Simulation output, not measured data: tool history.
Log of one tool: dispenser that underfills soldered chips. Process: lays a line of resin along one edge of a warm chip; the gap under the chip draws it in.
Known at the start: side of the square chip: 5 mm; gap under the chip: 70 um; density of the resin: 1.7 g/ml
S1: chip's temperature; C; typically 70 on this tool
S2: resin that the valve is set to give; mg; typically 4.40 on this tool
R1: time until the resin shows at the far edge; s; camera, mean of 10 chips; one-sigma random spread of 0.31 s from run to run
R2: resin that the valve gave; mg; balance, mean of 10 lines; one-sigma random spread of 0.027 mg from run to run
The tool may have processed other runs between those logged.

run    day  S1    S2    R1    R2
  1  0.000  70  4.40  11.2  4.12
     0.158  -- new syringe of resin
  2  0.217  70  4.40   8.3  4.12
     0.475  -- dispensing valve cleaned and set on the balance
  3  0.508  70  4.40  11.4  4.41
     0.612  -- new syringe of resin
  4  0.788  70  4.40   8.9  4.39
  5  0.992  70  4.40  12.4  4.38
     1.025  -- new syringe of resin
  6  1.333  70  4.40  11.3  4.39
     1.438  -- new syringe of resin
  7  1.617  70  5.04   9.3  4.97
     1.846  -- new syringe of resin
  8  1.925  70  5.04   8.2  4.98
  9  2.117  70  5.04  10.5  4.93
     2.283  -- new syringe of resin
 10  2.412  70  5.04   8.1  4.96
 11  2.608  70  5.53  11.8  5.42
     2.692  -- new syringe of resin
 12  2.975  70  5.53  10.7  5.42
     3.096  -- new syringe of resin
 13  3.350  84  4.40   5.5  4.30
     3.512  -- new syringe of resin
 14  3.696  84  4.40   5.0  4.28
     3.921  -- new syringe of resin
 15  4.004  84  4.40   4.6  4.30
 16  4.292  84  4.40   6.7  4.23
     4.338  -- new syringe of resin
 17  4.683  84  4.40   6.1  4.21
     4.754  -- new syringe of resin
 18  5.021  84  4.40   5.1  4.23
     5.171  -- new syringe of resin
 19  5.383  84  4.40   5.4  4.18
     5.592  -- new syringe of resin
 20  5.662  70  5.31   7.8  5.06
 21  5.825  70  5.31  10.1  5.03
     5.996  -- new syringe of resin
 22  6.212  82  4.75   5.8  4.50
     6.400  -- new syringe of resin
 23  6.496  77  4.70   5.8  4.46
 24  6.788  77  4.70   8.4  4.43
     6.825  -- new syringe of resin
 25  7.188  77  4.70   8.7  4.43
     7.246  -- new syringe of resin
 26  7.371  77  4.70   6.1  4.42
     7.642  -- dispensing valve cleaned and set on the balance
     7.704  -- new syringe of resin
 27  7.812  77  4.70   5.7  4.72
 28  8.008  77  3.88   7.9  3.88
     8.125  -- new syringe of resin
 29  8.296  77  3.88   6.9  3.84
     8.533  -- new syringe of resin
 30  8.700  76  5.65   6.3  5.53
 31  8.879  78  5.65   7.5  5.63
     8.938  -- new syringe of resin
 32  9.188  69  5.64   9.9  5.56
     9.362  -- new syringe of resin
 33  9.392  81  5.47   3.8  5.37
 34  9.617  81  5.47   5.3  5.36
     9.783  -- new syringe of resin
 35  9.933  70  4.30   8.9  4.20

Hidden state or all else? Some run-to-run changes of R1, split into what the settings, what came in and random variation would give without the hidden state, and what is left for the hidden state (with any gauge scatter that isn't in both results):
Hidden conditions of the tool in this case: resin's viscosity, % of fresh resin's; dose that the valve gives, % of what is set; true chip temperature over the reading, C; drift of the gauge itself on fill_s, %; drift of the gauge itself on given_mg, %.
Run 2 -> 3: dispensing valve cleaned and set on the balance. R1 +3.1 s: hidden state +3.4, all else -0.3.
Run 4 -> 5: no setting touched and nothing written in the log between the runs. R1 +3.5 s: hidden state +3.3, all else +0.2.
Run 12 -> 13: S1 70 -> 84, S2 5.53 -> 4.40, new syringe of resin. R1 -5.2 s: hidden state -1.7, all else -3.5.
Run 21 -> 22: S1 70 -> 82, S2 5.31 -> 4.75, new syringe of resin. R1 -4.3 s: hidden state -0.9, all else -3.4.
Run 23 -> 24: no setting touched and nothing written in the log between the runs. R1 +2.6 s: hidden state +3.1, all else -0.5.
Run 32 -> 33: S1 69 -> 81, S2 5.64 -> 5.47, new syringe of resin. R1 -6.1 s: hidden state -2.6, all else -3.5.
